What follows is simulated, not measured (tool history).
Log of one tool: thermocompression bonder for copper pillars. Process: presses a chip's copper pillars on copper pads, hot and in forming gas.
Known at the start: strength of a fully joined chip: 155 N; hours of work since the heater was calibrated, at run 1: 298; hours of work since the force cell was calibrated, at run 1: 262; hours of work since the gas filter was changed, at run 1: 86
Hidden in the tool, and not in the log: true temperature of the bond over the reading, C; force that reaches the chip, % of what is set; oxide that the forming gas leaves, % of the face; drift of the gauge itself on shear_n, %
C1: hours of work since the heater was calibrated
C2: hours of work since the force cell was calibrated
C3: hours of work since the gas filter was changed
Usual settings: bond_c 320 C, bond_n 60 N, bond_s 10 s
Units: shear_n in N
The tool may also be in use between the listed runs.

Run 1, day 0: usual settings; C1 298; C2 262; C3 86. Result: shear_n 95.4 N.
Run 2, day 0.421: usual settings but bond_c 317 C; C1 303; C2 268; C3 91. Result: shear_n 92.1 N.
Run 3, day 0.7: usual settings but bond_c 317 C; C1 307; C2 271; C3 95. Result: shear_n 91.1 N.
Run 4, day 0.958: usual settings but bond_c 317 C, bond_s 16 s; C1 310; C2 274; C3 98. Result: shear_n 104.5 N.
Run 5, day 1.271: usual settings; C1 314; C2 278; C3 102. Result: shear_n 95.2 N.
Run 6, day 1.567: usual settings; C1 318; C2 282; C3 106. Result: shear_n 93.3 N.
Run 7, day 2.029: usual settings but bond_c 330 C; C1 323; C2 288; C3 111. Result: shear_n 103.7 N.
Run 8, day 2.438: usual settings but bond_c 330 C; C1 329; C2 293; C3 117. Result: shear_n 103.5 N.
Run 9, day 2.679: usual settings but bond_c 312 C; C1 332; C2 296; C3 120. Result: shear_n 87.8 N.
Run 10, day 3.242: usual settings but bond_c 312 C; C1 339; C2 303; C3 127. Result: shear_n 87 N.
Run 11, day 3.638: usual settings; C1 344; C2 308; C3 132. Result: shear_n 94.1 N.
Run 12, day 3.925: usual settings but bond_c 323 C; C1 347; C2 311; C3 135. Result: shear_n 97.3 N.
Run 13, day 4.362: usual settings but bond_s 9 s; C1 353; C2 317; C3 141. Result: shear_n 91.3 N.
Run 14, day 4.629: usual settings but bond_c 307 C, bond_n 88 N; C1 356; C2 320; C3 144. Result: shear_n 98.3 N.
Run 15, day 5.2: usual settings but bond_c 322 C, bond_s 9 s; C1 363; C2 327; C3 151. Result: shear_n 93.2 N.
Run 16, day 5.575: usual settings but bond_c 322 C, bond_s 9 s; C1 368; C2 332; C3 156. Result: shear_n 92.6 N.
Run 17, day 5.992: usual settings but bond_n 66 N, bond_s 9 s; C1 373; C2 337; C3 161. Result: shear_n 93.7 N.
Run 18, day 6.312: usual settings but bond_n 66 N, bond_s 9 s; C1 377; C2 341; C3 165. Result: shear_n 95 N.
Run 19, day 6.596: usual settings but bond_c 304 C, bond_n 40 N; C1 381; C2 345; C3 169. Result: shear_n 63.3 N.
Run 20, day 7.083: usual settings but bond_c 327 C, bond_n 40 N, bond_s 5 s; C1 387; C2 351; C3 175. Result: shear_n 65.1 N.
Run 21, day 7.496: usual settings but bond_s 29 s; C1 392; C2 356; C3 180. Result: shear_n 121.3 N.
Run 22, day 7.783: usual settings but bond_s 29 s; C1 396; C2 360; C3 183. Result: shear_n 121.3 N.

4 ways to go on from here, each from the tool as it stands after run 22. What would each give?
Run A, day 8.333: usual settings but bond_c 315 C, bond_n 82 N, bond_s 9 s; C1 402; C2 367; C3 190. Result: shear_n ?.
Run B, day 8.333: usual settings but bond_n 61 N, bond_s 7 s; C1 402; C2 367; C3 190. Result: shear_n ?.
Run C, day 8.333: usual settings but bond_n 77 N, bond_s 21 s; C1 402; C2 367; C3 190. Result: shear_n ?.
Run D, day 8.333: usual settings but bond_n 49 N, bond_s 20 s; C1 402; C2 367; C3 190. Result: shear_n ?.

run  shear_n
  A     98.7
  B     83.5
  C    121.3
  D    104.7
Without the tool's hidden state the same runs would have given:
run  shear_n
  A    103.9
  B     88.1
  C    127.1
  D    110.1
